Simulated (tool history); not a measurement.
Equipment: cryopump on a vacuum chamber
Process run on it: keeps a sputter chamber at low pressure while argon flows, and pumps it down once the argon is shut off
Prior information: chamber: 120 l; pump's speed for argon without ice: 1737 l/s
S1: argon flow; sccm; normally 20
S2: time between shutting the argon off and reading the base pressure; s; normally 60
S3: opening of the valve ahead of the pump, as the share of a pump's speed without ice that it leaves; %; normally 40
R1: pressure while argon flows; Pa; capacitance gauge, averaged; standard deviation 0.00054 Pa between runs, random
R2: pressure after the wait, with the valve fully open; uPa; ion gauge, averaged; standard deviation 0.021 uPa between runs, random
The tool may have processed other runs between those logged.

Run 1, day 0.000: usual settings. Result: R1 0.0518 Pa, R2 1.79 uPa.
Run 2, day 0.533: usual settings. Result: R1 0.0524 Pa, R2 1.87 uPa.
Run 3, day 1.604: usual settings. Result: R1 0.0522 Pa, R2 1.91 uPa.
Run 4, day 2.683: usual settings. Result: R1 0.0528 Pa, R2 1.97 uPa.
Run 5, day 3.767: usual settings but S1 34 sccm. Result: R1 0.0897 Pa, R2 1.98 uPa.
Run 6, day 4.492: usual settings but S1 34 sccm. Result: R1 0.0896 Pa, R2 1.94 uPa.
Run 7, day 5.450: usual settings. Result: R1 0.0525 Pa, R2 1.96 uPa.
Run 8, day 6.354: usual settings. Result: R1 0.0535 Pa, R2 1.98 uPa.
Run 9, day 6.908: usual settings but S2 122 s. Result: R1 0.0530 Pa, R2 1.77 uPa.
Run 10, day 7.646: usual settings but S2 122 s. Result: R1 0.0533 Pa, R2 1.91 uPa.
Run 11, day 8.675: usual settings. Result: R1 0.0537 Pa, R2 2.03 uPa.
Run 12, day 9.308: usual settings. Result: R1 0.0541 Pa, R2 2.02 uPa.
Run 13, day 10.217: usual settings but S2 29 s. Result: R1 0.0532 Pa, R2 2.46 uPa.
Run 14, day 10.908: usual settings but S2 29 s. Result: R1 0.0542 Pa, R2 2.51 uPa.
Run 15, day 11.879: usual settings but S3 16 %. Result: R1 0.1252 Pa, R2 2.15 uPa.
Run 16, day 12.971: usual settings but S3 16 %. Result: R1 0.1275 Pa, R2 2.17 uPa.
Run 17, day 14.004: usual settings but S3 16 %. Result: R1 0.1281 Pa, R2 2.20 uPa.
Run 18, day 15.229: usual settings but S3 32 %. Result: R1 0.0669 Pa, R2 2.19 uPa.
Run 19, day 16.521: usual settings but S1 9 sccm, S2 32 s, S3 32 %. Result: R1 0.0300 Pa, R2 2.58 uPa.
Run 20, day 17.429: usual settings but S2 96 s, S3 24 %. Result: R1 0.0877 Pa, R2 2.09 uPa.
Run 21, day 18.429: usual settings but S1 9 sccm, S2 81 s, S3 18 %. Result: R1 0.0527 Pa, R2 2.17 uPa.
Run 22, day 19.208: usual settings but S1 9 sccm, S2 81 s, S3 18 %. Result: R1 0.0518 Pa, R2 2.24 uPa.
Run 23, day 20.404: usual settings but S1 11 sccm, S2 25 s, S3 27 %. Result: R1 0.0432 Pa, R2 2.72 uPa.
Run 24, day 21.083: usual settings but S1 11 sccm, S2 25 s, S3 27 %. Result: R1 0.0430 Pa, R2 2.73 uPa.
Run 25, day 22.125: usual settings but S2 183 s, S3 47 %. Result: R1 0.0488 Pa, R2 2.09 uPa.
Run 26, day 22.758: usual settings but S1 22 sccm, S2 100 s, S3 51 %. Result: R1 0.0511 Pa, R2 2.23 uPa.
Run 27, day 23.654: usual settings but S1 22 sccm, S2 100 s, S3 51 %. Result: R1 0.0504 Pa, R2 2.27 uPa.
Run 28, day 24.338: usual settings but S1 22 sccm, S2 100 s, S3 51 %. Result: R1 0.0511 Pa, R2 2.27 uPa.
Run 29, day 25.012: usual settings but S1 15 sccm, S2 89 s, S3 33 %. Result: R1 0.0497 Pa, R2 2.33 uPa.
Run 30, day 25.554: usual settings but S1 18 sccm, S2 264 s, S3 34 %. Result: R1 0.0585 Pa, R2 2.19 uPa.
Run 31, day 26.396: usual settings but S1 18 sccm, S2 264 s, S3 34 %. Result: R1 0.0591 Pa, R2 2.26 uPa.
Run 32, day 27.146: usual settings but S1 9 sccm, S2 135 s, S3 34 %. Result: R1 0.0294 Pa, R2 2.39 uPa.
At day 27.829: pump warmed up, emptied and cooled again.
Run 33, day 28.267: usual settings but S1 27 sccm, S3 45 %. Result: R1 0.0589 Pa, R2 1.93 uPa.
Run 34, day 29.204: usual settings but S1 27 sccm, S3 45 %. Result: R1 0.0603 Pa, R2 1.87 uPa.

Branching from run 34: 4 alternative next runs. What would each branch give?
Run A, day 30.246: usual settings but S1 14 sccm, S2 38 s, S3 27 %. Result: R1 ?, R2 ?.
Run B, day 30.246: usual settings but S1 27 sccm, S2 144 s, S3 17 %. Result: R1 ?, R2 ?.
Run C, day 30.246: usual settings but S1 15 sccm, S2 213 s, S3 24 %. Result: R1 ?, R2 ?.
Run D, day 30.246: usual settings but S3 16 %. Result: R1 ?, R2 ?.

run      R1    R2
  A  0.0514  2.12
  B  0.1558  1.71
  C  0.0615  1.68
  D  0.1230  1.94
With the hidden condition removed and each run's random variation left untouched, the same runs would have given:
run      R1    R2
  A  0.0510  0.70
  B  0.1550  0.31
  C  0.0610  0.29
  D  0.1224  0.53

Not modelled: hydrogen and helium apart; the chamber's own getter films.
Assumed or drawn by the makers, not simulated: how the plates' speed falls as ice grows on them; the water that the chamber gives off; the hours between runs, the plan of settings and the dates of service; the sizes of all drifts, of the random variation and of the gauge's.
